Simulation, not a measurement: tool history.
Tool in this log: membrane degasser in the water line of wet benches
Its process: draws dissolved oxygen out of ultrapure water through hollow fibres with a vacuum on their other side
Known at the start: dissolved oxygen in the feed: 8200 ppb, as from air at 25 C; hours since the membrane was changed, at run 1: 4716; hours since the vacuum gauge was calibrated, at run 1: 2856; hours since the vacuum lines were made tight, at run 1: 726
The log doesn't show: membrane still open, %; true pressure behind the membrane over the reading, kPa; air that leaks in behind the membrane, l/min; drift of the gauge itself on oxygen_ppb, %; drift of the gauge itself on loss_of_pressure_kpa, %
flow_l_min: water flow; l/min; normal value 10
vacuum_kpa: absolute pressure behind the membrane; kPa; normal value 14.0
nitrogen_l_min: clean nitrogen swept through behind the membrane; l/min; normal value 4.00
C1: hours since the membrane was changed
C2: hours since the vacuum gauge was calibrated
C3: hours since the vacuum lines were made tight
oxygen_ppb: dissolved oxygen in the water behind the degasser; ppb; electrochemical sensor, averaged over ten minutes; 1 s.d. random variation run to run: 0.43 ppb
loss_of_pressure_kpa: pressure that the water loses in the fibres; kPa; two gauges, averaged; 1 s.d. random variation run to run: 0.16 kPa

Run 1, hour 0.0: usual settings; C1 4716; C2 2856; C3 726. Result: oxygen_ppb 84.0 ppb, loss_of_pressure_kpa 56.29 kPa.
Run 2, hour 214.8: usual settings but vacuum_kpa 26.9 kPa; C1 4931; C2 3071; C3 940. Result: oxygen_ppb 161.6 ppb, loss_of_pressure_kpa 56.20 kPa.
Run 3, hour 390.2: usual settings but vacuum_kpa 26.9 kPa, nitrogen_l_min 2.46 l/min; C1 5106; C2 3247; C3 1116. Result: oxygen_ppb 246.8 ppb, loss_of_pressure_kpa 56.28 kPa.
At hour 532.1: vacuum gauge calibrated.
Run 4, hour 538.7: usual settings but flow_l_min 7 l/min; C1 5254; C2 7; C3 1264. Result: oxygen_ppb 53.7 ppb, loss_of_pressure_kpa 39.44 kPa.
Run 5, hour 680.3: usual settings but flow_l_min 7 l/min; C1 5396; C2 148; C3 1405. Result: oxygen_ppb 53.7 ppb, loss_of_pressure_kpa 39.38 kPa.
Run 6, hour 832.8: usual settings but flow_l_min 7 l/min; C1 5548; C2 301; C3 1558. Result: oxygen_ppb 54.7 ppb, loss_of_pressure_kpa 39.29 kPa.
Run 7, hour 1142.6: usual settings but nitrogen_l_min 9.13 l/min; C1 5858; C2 610; C3 1868. Result: oxygen_ppb 46.7 ppb, loss_of_pressure_kpa 56.19 kPa.
Run 8, hour 1315.8: usual settings but nitrogen_l_min 9.13 l/min; C1 6031; C2 784; C3 2041. Result: oxygen_ppb 46.8 ppb, loss_of_pressure_kpa 55.90 kPa.
Run 9, hour 1474.0: usual settings but nitrogen_l_min 2.68 l/min; C1 6189; C2 942; C3 2199. Result: oxygen_ppb 116.3 ppb, loss_of_pressure_kpa 56.57 kPa.
Run 10, hour 1704.3: usual settings; C1 6420; C2 1172; C3 2429. Result: oxygen_ppb 84.8 ppb, loss_of_pressure_kpa 56.29 kPa.
Run 11, hour 1956.7: usual settings; C1 6672; C2 1425; C3 2682. Result: oxygen_ppb 84.5 ppb, loss_of_pressure_kpa 56.53 kPa.
Run 12, hour 2145.9: usual settings; C1 6861; C2 1614; C3 2871. Result: oxygen_ppb 85.1 ppb, loss_of_pressure_kpa 56.35 kPa.
Run 13, hour 2401.4: usual settings but vacuum_kpa 15.3 kPa; C1 7117; C2 1869; C3 3127. Result: oxygen_ppb 93.9 ppb, loss_of_pressure_kpa 56.55 kPa.
Run 14, hour 2706.5: usual settings; C1 7422; C2 2174; C3 3432. Result: oxygen_ppb 85.4 ppb, loss_of_pressure_kpa 56.54 kPa.
Run 15, hour 2913.9: usual settings; C1 7629; C2 2382; C3 3639. Result: oxygen_ppb 85.8 ppb, loss_of_pressure_kpa 56.62 kPa.
Run 16, hour 3191.9: usual settings; C1 7907; C2 2660; C3 3917. Result: oxygen_ppb 86.4 ppb, loss_of_pressure_kpa 56.52 kPa.
Run 17, hour 3480.6: usual settings but flow_l_min 11 l/min, vacuum_kpa 24.1 kPa, nitrogen_l_min 6.88 l/min; C1 8196; C2 2948; C3 4206. Result: oxygen_ppb 106.5 ppb, loss_of_pressure_kpa 62.48 kPa.
Run 18, hour 3718.2: usual settings but vacuum_kpa 9.3 kPa, nitrogen_l_min 5.97 l/min; C1 8433; C2 3186; C3 4443. Result: oxygen_ppb 44.2 ppb, loss_of_pressure_kpa 56.45 kPa.
Run 19, hour 3875.9: usual settings but flow_l_min 12 l/min, vacuum_kpa 21.8 kPa, nitrogen_l_min 7.34 l/min; C1 8591; C2 3344; C3 4601. Result: oxygen_ppb 104.4 ppb, loss_of_pressure_kpa 68.18 kPa.
At hour 3930.7: vacuum gauge calibrated.
Run 20, hour 4163.2: usual settings but flow_l_min 12 l/min, vacuum_kpa 8.7 kPa, nitrogen_l_min 8.24 l/min; C1 8878; C2 232; C3 4888. Result: oxygen_ppb 48.5 ppb, loss_of_pressure_kpa 67.85 kPa.
Run 21, hour 4313.8: usual settings but vacuum_kpa 28.4 kPa; C1 9029; C2 383; C3 5038. Result: oxygen_ppb 175.1 ppb, loss_of_pressure_kpa 56.64 kPa.
Run 22, hour 4562.0: usual settings but vacuum_kpa 28.4 kPa; C1 9277; C2 631; C3 5287. Result: oxygen_ppb 175.3 ppb, loss_of_pressure_kpa 56.90 kPa.
Run 23, hour 4812.2: usual settings but vacuum_kpa 21.5 kPa, nitrogen_l_min 10.06 l/min; C1 9527; C2 881; C3 5537. Result: oxygen_ppb 64.8 ppb, loss_of_pressure_kpa 56.70 kPa.
Run 24, hour 5065.6: usual settings but flow_l_min 9 l/min, vacuum_kpa 19.4 kPa, nitrogen_l_min 10.06 l/min; C1 9780; C2 1135; C3 5790. Result: oxygen_ppb 51.8 ppb, loss_of_pressure_kpa 51.09 kPa.
Run 25, hour 5254.5: usual settings but flow_l_min 7 l/min, vacuum_kpa 13.1 kPa, nitrogen_l_min 7.74 l/min; C1 9969; C2 1324; C3 5979. Result: oxygen_ppb 30.6 ppb, loss_of_pressure_kpa 40.02 kPa.
Run 26, hour 5442.5: usual settings but flow_l_min 7 l/min, vacuum_kpa 13.1 kPa, nitrogen_l_min 7.74 l/min; C1 10157; C2 1512; C3 6167. Result: oxygen_ppb 30.8 ppb, loss_of_pressure_kpa 40.00 kPa.
Run 27, hour 5600.6: usual settings but vacuum_kpa 8.8 kPa, nitrogen_l_min 2.90 l/min; C1 10315; C2 1670; C3 6325. Result: oxygen_ppb 67.8 ppb, loss_of_pressure_kpa 57.01 kPa.
Run 28, hour 5913.3: usual settings but flow_l_min 14 l/min, vacuum_kpa 11.3 kPa, nitrogen_l_min 2.90 l/min; C1 10628; C2 1983; C3 6638. Result: oxygen_ppb 137.0 ppb, loss_of_pressure_kpa 80.08 kPa.
Run 29, hour 6185.5: usual settings but vacuum_kpa 17.9 kPa; C1 10900; C2 2255; C3 6910. Result: oxygen_ppb 112.3 ppb, loss_of_pressure_kpa 57.02 kPa.
Run 30, hour 6394.1: usual settings but vacuum_kpa 17.9 kPa; C1 11109; C2 2463; C3 7119. Result: oxygen_ppb 112.1 ppb, loss_of_pressure_kpa 57.33 kPa.
Run 31, hour 6581.7: usual settings but flow_l_min 12 l/min, vacuum_kpa 17.9 kPa, nitrogen_l_min 2.59 l/min; C1 11296; C2 2651; C3 7306. Result: oxygen_ppb 197.1 ppb, loss_of_pressure_kpa 68.54 kPa.
Run 32, hour 6881.9: usual settings but flow_l_min 12 l/min, vacuum_kpa 17.9 kPa, nitrogen_l_min 2.59 l/min; C1 11597; C2 2951; C3 7606. Result: oxygen_ppb 197.2 ppb, loss_of_pressure_kpa 68.58 kPa.

Hidden state or all else? Some run-to-run changes of oxygen_ppb, split into what the settings, what came in and random variation would give without the hidden state, and what is left for the hidden state (with any gauge scatter that isn't in both results):
Run 3 -> 4: flow_l_min 10 -> 7, vacuum_kpa 26.9 -> 14.0, nitrogen_l_min 2.46 -> 4.00, vacuum gauge calibrated. oxygen_ppb -193.1 ppb: hidden state -1.9, all else -191.2.
Run 20 -> 21: flow_l_min 12 -> 10, vacuum_kpa 8.7 -> 28.4, nitrogen_l_min 8.24 -> 4.00. oxygen_ppb +126.6 ppb: hidden state +1.9, all else +124.7.
Run 22 -> 23: vacuum_kpa 28.4 -> 21.5, nitrogen_l_min 4.00 -> 10.06. oxygen_ppb -110.5 ppb: hidden state -2.4, all else -108.1.
Run 26 -> 27: flow_l_min 7 -> 10, vacuum_kpa 13.1 -> 8.8, nitrogen_l_min 7.74 -> 2.90. oxygen_ppb +37.0 ppb: hidden state +2.5, all else +34.5.
Run 27 -> 28: flow_l_min 10 -> 14, vacuum_kpa 8.8 -> 11.3. oxygen_ppb +69.2 ppb: hidden state +3.8, all else +65.4.
Run 30 -> 31: flow_l_min 10 -> 12, nitrogen_l_min 4.00 -> 2.59. oxygen_ppb +85.0 ppb: hidden state +3.1, all else +81.9.
